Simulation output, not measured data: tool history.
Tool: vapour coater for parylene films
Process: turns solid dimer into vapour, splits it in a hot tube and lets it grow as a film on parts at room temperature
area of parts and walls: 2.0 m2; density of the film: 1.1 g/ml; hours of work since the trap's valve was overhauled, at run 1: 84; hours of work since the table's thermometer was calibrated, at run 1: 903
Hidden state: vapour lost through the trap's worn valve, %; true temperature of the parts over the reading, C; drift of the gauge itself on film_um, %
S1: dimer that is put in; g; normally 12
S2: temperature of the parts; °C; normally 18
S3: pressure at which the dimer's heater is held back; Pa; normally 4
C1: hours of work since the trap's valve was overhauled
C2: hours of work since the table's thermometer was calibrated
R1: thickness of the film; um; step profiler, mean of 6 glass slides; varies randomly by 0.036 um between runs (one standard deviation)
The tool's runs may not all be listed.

| run | hour | S1 | S2 | S3 | C1 | C2 | R1 |
|---|---|---|---|---|---|---|---|
| 1 | 0 | 12 | 18 | 4 | 84 | 903 | 3.81 |
| 2 | 23.6 | 12 | 18 | 4 | 99 | 917 | 3.81 |
| 3 | 46.7 | 12 | 18 | 4 | 113 | 932 | 3.84 |
| 4 | 67.2 | 12 | 18 | 4 | 126 | 944 | 3.84 |
| 5 | 93.1 | 12 | 18 | 4 | 142 | 961 | 3.74 |
| 6 | 127.3 | 19 | 18 | 4 | 164 | 982 | 5.91 |
| 7 | 153.5 | 19 | 18 | 4 | 180 | 998 | 6 |
| 8 | 189 | 21 | 18 | 4 | 202 | 1020 | 6.59 |
| 9 | 217 | 21 | 18 | 4 | 220 | 1038 | 6.64 |
| 10 | 254.5 | 21 | 18 | 4 | 243 | 1061 | 6.65 |
| 11 | 277.3 | 8 | 18 | 4 | 257 | 1075 | 2.58 |
| 12 | 314.6 | 8 | 18 | 4 | 280 | 1099 | 2.53 |
| 13 | 356.9 | 8 | 18 | 4 | 307 | 1125 | 2.51 |
| 14 | 389.8 | 12 | 18 | 4 | 327 | 1146 | 3.78 |
| 15 | 430.9 | 12 | 18 | 4 | 353 | 1171 | 3.81 |
| 16 | 471.9 | 12 | 18 | 4 | 378 | 1197 | 3.76 |
| 17 | 506.9 | 12 | 18 | 4 | 400 | 1219 | 3.75 |
|  | 512.3 | table's thermometer calibrated |
| 18 | 542.6 | 12 | 18 | 4 | 422 | 19 | 3.77 |
| 19 | 584.9 | 12 | 18 | 4.28 | 448 | 45 | 3.72 |
| 20 | 606.4 | 12 | 13 | 4 | 462 | 59 | 4.72 |
| 21 | 627.8 | 12 | 30 | 4 | 475 | 72 | 2.19 |
|  | 655.6 | trap's valve overhauled |
| 22 | 672.6 | 12 | 30 | 4 | 11 | 98 | 2.24 |
| 23 | 700.9 | 12 | 13 | 4 | 28 | 115 | 4.78 |
| 24 | 736 | 12 | 21 | 4 | 50 | 137 | 3.27 |
| 25 | 758.2 | 8 | 21 | 10.67 | 64 | 151 | 1.84 |
| 26 | 780.2 | 11 | 17 | 8.81 | 78 | 165 | 3.1 |
| 27 | 825 | 11 | 17 | 8.81 | 106 | 193 | 3.1 |
| 28 | 849.7 | 19 | 30 | 9.03 | 121 | 208 | 3.03 |
| 29 | 895.6 | 19 | 30 | 9.03 | 150 | 237 | 3 |
| 30 | 927.4 | 10 | 24 | 7.7 | 170 | 256 | 2.14 |
| 31 | 951.9 | 12 | 26 | 3.4 | 185 | 272 | 2.73 |
| 32 | 994.2 | 12 | 26 | 3.4 | 211 | 298 | 2.75 |
| 33 | 1028.1 | 19 | 24 | 3.92 | 232 | 319 | 4.58 |
| 34 | 1065.6 | 21 | 15 | 11.98 | 256 | 343 | 6.16 |
| 35 | 1097.7 | 6 | 12 | 4.2 | 276 | 363 | 2.42 |
| 36 | 1124.2 | 6 | 12 | 4.2 | 292 | 379 | 2.47 |
| 37 | 1171.6 | 20 | 10 | 4 | 322 | 409 | 8.86 |
| 38 | 1192 | 12 | 18 | 2.85 | 335 | 421 | 4.04 |
| 39 | 1230.6 | 6 | 13 | 2.85 | 359 | 446 | 2.47 |
| 40 | 1263.4 | 6 | 13 | 9.89 | 379 | 466 | 2.04 |
| 41 | 1309.1 | 6 | 13 | 5.72 | 408 | 494 | 2.15 |
| 42 | 1337.5 | 14 | 14 | 5.72 | 425 | 512 | 4.84 |
| 43 | 1375.7 | 14 | 24 | 5.72 | 449 | 536 | 3.13 |
| 44 | 1415.3 | 14 | 24 | 4.88 | 474 | 561 | 3.24 |
|  | 1443.9 | trap's valve overhauled |
| 45 | 1451.7 | 12 | 24 | 2.75 | 5 | 581 | 3.1 |
| 46 | 1490 | 9 | 18 | 3.83 | 29 | 605 | 2.87 |
| 47 | 1537.4 | 9 | 18 | 2.98 | 58 | 634 | 3.01 |

Hidden state at the last listed run before each entry between runs and at the first one after, where it differs:
In the gap between runs 17 and 18: table's thermometer calibrated (hour 512.3)
  true temperature of the parts over the reading, C: -0.03 -> 0.01
  measured less the result without the state, R1: -0.02 -> -0.02 um
In the gap between runs 21 and 22: trap's valve overhauled (hour 655.6)
  vapour lost through the trap's worn valve, %: 0.6 -> 0
  measured less the result without the state, R1: -0.02 -> +0 um
In the gap between runs 44 and 45: trap's valve overhauled (hour 1443.9)
  vapour lost through the trap's worn valve, %: 0.6 -> 0
  measured less the result without the state, R1: -0.01 -> +0 um
